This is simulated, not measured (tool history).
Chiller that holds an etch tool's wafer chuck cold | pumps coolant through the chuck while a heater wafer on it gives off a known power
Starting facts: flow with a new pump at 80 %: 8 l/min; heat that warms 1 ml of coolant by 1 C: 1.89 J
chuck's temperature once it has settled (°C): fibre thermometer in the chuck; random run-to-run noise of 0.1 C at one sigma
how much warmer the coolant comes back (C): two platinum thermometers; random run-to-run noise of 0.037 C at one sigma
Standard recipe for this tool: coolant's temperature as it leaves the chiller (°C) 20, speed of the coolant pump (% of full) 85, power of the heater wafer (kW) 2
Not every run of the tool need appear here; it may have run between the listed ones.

run	day	coolant's temperature as it leaves the chiller (°C)	speed of the coolant pump (% of full)	power of the heater wafer (kW)	chuck's temperature once it has settled (°C)	how much warmer the coolant comes back (C)
1	0	20	85	2	33	7.39
2	3.212	20	85	2	33.1	7.4
3	6.671	20	85	2	33.3	7.37
4	9.725	20	85	2	33.3	7.35
5	14.833	20	85	2	33.2	7.41
6	18.308	20	85	2	33.3	7.39
7	22.592	20	85	2	33.2	7.34
8	24.796	20	85	2	33.3	7.3
9	29.012	20	85	2	33.2	7.27
10	33.996	20	85	2	33.2	7.31
11	38.454	20	85	2	33.3	7.35
12	40.679	20	85	2	33.2	7.31
13	43.192	20	85	2	33.4	7.29
14	46.9	20	85	2	33.2	7.18
15	49.925	27	86	2	40.1	7.25
16	53.092	13	60	2	31.2	10.82
17	56.612	20	72	2	35.3	8.72
18	59.246	20	72	2	35.5	8.68
19	63.812	20	69	2.792	42.4	12.89
# day 66.533: chiller's thermometer calibrated
20	67.725	20	69	2.792	42.3	12.77
21	72.675	19	67	2.201	37.1	10.41
22	77.346	13	85	1.349	22	4.74
23	82.196	23	85	2	36	7.11
24	86.004	23	85	2	36.2	7.1
25	88.917	10	85	1.245	18.3	4.38
26	91.175	10	85	1.245	18.1	4.33
27	95.604	10	85	1.245	18.4	4.4

The logged runs with the hidden state left out (each run's random variation unchanged):
Unlogged tool condition in this case: heat passed by the chuck's channels, % of clean ones'; flow at a given pump speed, % of a new pump's; coolant's true temperature over the reading, C; drift of the gauge itself on chuck_c, C; drift of the gauge itself on warmer_back_c, C.
run	how much warmer the coolant comes back (C)
1	7.39
2	7.41
3	7.39
4	7.37
5	7.45
6	7.44
7	7.41
8	7.38
9	7.36
10	7.42
11	7.46
12	7.44
13	7.42
14	7.33
15	7.41
16	10.98
17	8.89
18	8.87
19	13.08
20	12.98
21	10.63
22	4.98
23	7.36
24	7.37
25	4.66
26	4.61
27	4.69
chuck's temperature once it has settled (°C): at most 0.1 away from the measurement, every run.

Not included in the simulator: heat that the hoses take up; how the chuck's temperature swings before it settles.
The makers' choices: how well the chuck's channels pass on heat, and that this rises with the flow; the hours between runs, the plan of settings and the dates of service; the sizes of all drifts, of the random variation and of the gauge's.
